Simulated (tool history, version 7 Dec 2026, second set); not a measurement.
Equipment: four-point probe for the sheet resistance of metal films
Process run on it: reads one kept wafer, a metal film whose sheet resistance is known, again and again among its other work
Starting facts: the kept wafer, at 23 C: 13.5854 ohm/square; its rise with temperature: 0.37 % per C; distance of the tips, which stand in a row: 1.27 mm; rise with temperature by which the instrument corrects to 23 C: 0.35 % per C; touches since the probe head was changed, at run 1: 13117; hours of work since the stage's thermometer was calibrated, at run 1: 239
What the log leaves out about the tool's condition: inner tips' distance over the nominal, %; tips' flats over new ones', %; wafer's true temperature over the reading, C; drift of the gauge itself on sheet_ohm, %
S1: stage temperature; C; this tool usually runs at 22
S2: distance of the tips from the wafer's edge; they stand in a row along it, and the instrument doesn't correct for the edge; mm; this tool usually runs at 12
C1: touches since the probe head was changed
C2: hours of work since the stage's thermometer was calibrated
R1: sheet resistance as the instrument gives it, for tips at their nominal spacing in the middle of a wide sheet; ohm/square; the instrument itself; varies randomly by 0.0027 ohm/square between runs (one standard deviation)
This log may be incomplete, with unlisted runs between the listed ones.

| run | hour | S1 | S2 | C1 | C2 | R1 |
|---|---|---|---|---|---|---|
| 1 | 0 | 22 | 12 | 13117 | 239 | 13.723198 |
| 2 | 10.3 | 22 | 12 | 13744 | 246 | 13.729511 |
| 3 | 31.6 | 22 | 13 | 15037 | 262 | 13.717749 |
| 4 | 50.9 | 22 | 13 | 16207 | 275 | 13.714421 |
| 5 | 65.4 | 22 | 13 | 17092 | 286 | 13.721126 |
| 6 | 87.2 | 22 | 12 | 18412 | 302 | 13.739272 |
| 7 | 110.6 | 29 | 12 | 19836 | 319 | 13.753738 |
| 8 | 128.8 | 22 | 21 | 20942 | 332 | 13.691253 |
| 9 | 141.3 | 22 | 21 | 21699 | 341 | 13.688367 |
| 10 | 155.1 | 22 | 21 | 22539 | 351 | 13.689328 |
| 11 | 171.4 | 22 | 21 | 23531 | 363 | 13.691486 |
| 12 | 196.6 | 22 | 30 | 25057 | 381 | 13.676874 |
| 13 | 211.4 | 22 | 30 | 25959 | 392 | 13.677019 |
| 14 | 232.9 | 22 | 67 | 27266 | 407 | 13.680604 |
| 15 | 248.6 | 23 | 5 | 28217 | 419 | 14.139504 |

Run 16 comes next. What will it give?
| 16 | 271.9 | 23 | 4 | 29633 | 436 | ? |

Run 16 produced R1 14.385499 ohm/square.
Minus the tool's unlogged condition, the same run would have read R1 14.284323 ohm/square.
